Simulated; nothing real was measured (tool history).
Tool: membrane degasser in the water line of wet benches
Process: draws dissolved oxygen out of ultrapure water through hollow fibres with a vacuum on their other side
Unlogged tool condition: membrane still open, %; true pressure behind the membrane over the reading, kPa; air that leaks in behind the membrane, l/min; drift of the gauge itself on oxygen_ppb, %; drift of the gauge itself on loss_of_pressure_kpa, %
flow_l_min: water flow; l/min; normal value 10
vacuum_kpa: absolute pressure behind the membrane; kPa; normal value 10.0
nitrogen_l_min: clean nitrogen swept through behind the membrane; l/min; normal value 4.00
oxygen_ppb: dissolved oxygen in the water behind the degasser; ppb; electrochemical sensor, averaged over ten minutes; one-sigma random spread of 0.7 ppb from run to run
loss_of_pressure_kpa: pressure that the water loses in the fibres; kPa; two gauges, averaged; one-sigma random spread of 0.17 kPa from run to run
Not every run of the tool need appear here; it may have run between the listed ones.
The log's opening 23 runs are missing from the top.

run    hour  flow_l_min  vacuum_kpa  nitrogen_l_min  hours since the membrane was changed  hours since the vacuum gauge was calibrated  hours since the vacuum lines were made tight  oxygen_ppb  loss_of_pressure_kpa
 24   913.0           7        12.4            8.03                                  2236                                         1379                                          9264        28.4                 19.83
 25   943.5           7        12.4            8.03                                  2267                                         1410                                          9295        27.9                 19.87
 26   985.0          10        10.8            4.21                                  2308                                         1451                                          9336        70.2                 28.27
 27  1036.4          10         9.8            9.81                                  2359                                         1503                                          9387        40.9                 28.08
 28  1088.9          10         6.3            9.81                                  2412                                         1555                                          9440        31.5                 28.12
 29  1124.3          10        13.2            2.71                                  2447                                         1590                                          9475       118.8                 27.95
 30  1172.7           7         6.0            2.71                                  2496                                         1639                                          9524        26.2                 19.76
 31  1194.7          12        10.0            3.14                                  2518                                         1661                                          9546       107.3                 33.59

Run 32, settings as shown, results not yet in. Your forecast:
 32  1243.9          12         8.8            3.35                                  2567                                         1710                                          9595           ?                     ?

Run 32 produced oxygen_ppb 93.6 ppb, loss_of_pressure_kpa 34.10 kPa.
On a tool with no hidden condition, and with the same random variation, this run would have come out at oxygen_ppb 88.4 ppb, loss_of_pressure_kpa 33.84 kPa.
